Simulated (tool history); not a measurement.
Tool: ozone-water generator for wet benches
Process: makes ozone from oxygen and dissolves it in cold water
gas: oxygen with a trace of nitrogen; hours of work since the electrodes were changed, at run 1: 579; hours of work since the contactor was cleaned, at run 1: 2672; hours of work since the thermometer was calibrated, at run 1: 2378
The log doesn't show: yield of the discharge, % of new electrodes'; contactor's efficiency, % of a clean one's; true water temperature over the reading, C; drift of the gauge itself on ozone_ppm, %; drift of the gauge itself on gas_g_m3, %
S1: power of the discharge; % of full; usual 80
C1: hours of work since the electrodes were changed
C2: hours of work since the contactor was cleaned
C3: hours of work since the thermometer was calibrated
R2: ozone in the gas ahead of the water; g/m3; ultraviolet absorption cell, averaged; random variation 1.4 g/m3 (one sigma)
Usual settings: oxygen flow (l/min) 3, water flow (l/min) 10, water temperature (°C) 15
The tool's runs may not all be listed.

run 1 hour=0 | S1=80 oxygen_flow_(l/min)=3 water_flow_(l/min)=10 water_temperature_(°C)=15 | C1=579 C2=2672 C3=2378 | dissolved_ozone_(ppm)=26.6 R2=269.6
run 2 hour=19.5 | S1=80 oxygen_flow_(l/min)=3 water_flow_(l/min)=10 water_temperature_(°C)=15 | C1=593 C2=2686 C3=2392 | dissolved_ozone_(ppm)=26.2 R2=274.6
run 3 hour=41.5 | S1=80 oxygen_flow_(l/min)=3 water_flow_(l/min)=10 water_temperature_(°C)=15 | C1=608 C2=2701 C3=2408 | dissolved_ozone_(ppm)=26.2 R2=271.4
run 4 hour=61.1 | S1=80 oxygen_flow_(l/min)=3 water_flow_(l/min)=7 water_temperature_(°C)=15 | C1=622 C2=2715 C3=2422 | dissolved_ozone_(ppm)=35.7 R2=273.6
run 5 hour=96.1 | S1=80 oxygen_flow_(l/min)=3 water_flow_(l/min)=7 water_temperature_(°C)=15 | C1=647 C2=2741 C3=2447 | dissolved_ozone_(ppm)=36 R2=272.1
run 6 hour=117.6 | S1=80 oxygen_flow_(l/min)=3 water_flow_(l/min)=7 water_temperature_(°C)=15 | C1=663 C2=2756 C3=2463 | dissolved_ozone_(ppm)=35.8 R2=271.8
run 7 hour=150.6 | S1=80 oxygen_flow_(l/min)=3 water_flow_(l/min)=10 water_temperature_(°C)=15 | C1=687 C2=2780 C3=2486 | dissolved_ozone_(ppm)=26.4 R2=271.4
run 8 hour=168.7 | S1=80 oxygen_flow_(l/min)=3 water_flow_(l/min)=10 water_temperature_(°C)=15 | C1=700 C2=2793 C3=2499 | dissolved_ozone_(ppm)=26.2 R2=272
run 9 hour=208.6 | S1=80 oxygen_flow_(l/min)=3 water_flow_(l/min)=10 water_temperature_(°C)=15 | C1=728 C2=2821 C3=2528 | dissolved_ozone_(ppm)=26.2 R2=270.7
run 10 hour=244.1 | S1=80 oxygen_flow_(l/min)=3 water_flow_(l/min)=10 water_temperature_(°C)=15 | C1=754 C2=2847 C3=2554 | dissolved_ozone_(ppm)=26.5 R2=272.4
run 11 hour=270.3 | S1=80 oxygen_flow_(l/min)=3 water_flow_(l/min)=10 water_temperature_(°C)=15 | C1=773 C2=2866 C3=2572 | dissolved_ozone_(ppm)=26.7 R2=270
run 12 hour=297.2 | S1=80 oxygen_flow_(l/min)=3 water_flow_(l/min)=10 water_temperature_(°C)=15 | C1=792 C2=2885 C3=2592 | dissolved_ozone_(ppm)=26.5 R2=270.7
run 13 hour=333.3 | S1=80 oxygen_flow_(l/min)=3 water_flow_(l/min)=10 water_temperature_(°C)=15 | C1=818 C2=2911 C3=2618 | dissolved_ozone_(ppm)=26.3 R2=273.6
run 14 hour=364 | S1=80 oxygen_flow_(l/min)=3 water_flow_(l/min)=10 water_temperature_(°C)=15 | C1=840 C2=2933 C3=2640 | dissolved_ozone_(ppm)=26.6 R2=272.4

The next listed run, before its measurement:
run 15 hour=390.8 | S1=80 oxygen_flow_(l/min)=3 water_flow_(l/min)=10 water_temperature_(°C)=15 | C1=859 C2=2952 C3=2659 | dissolved_ozone_(ppm)=? R2=?

Run 15 gave dissolved ozone (ppm) 26.1, R2 272.9 g/m3.
Without the tool's hidden state the same run would have given dissolved ozone (ppm) 26.1, R2 272.9 g/m3.

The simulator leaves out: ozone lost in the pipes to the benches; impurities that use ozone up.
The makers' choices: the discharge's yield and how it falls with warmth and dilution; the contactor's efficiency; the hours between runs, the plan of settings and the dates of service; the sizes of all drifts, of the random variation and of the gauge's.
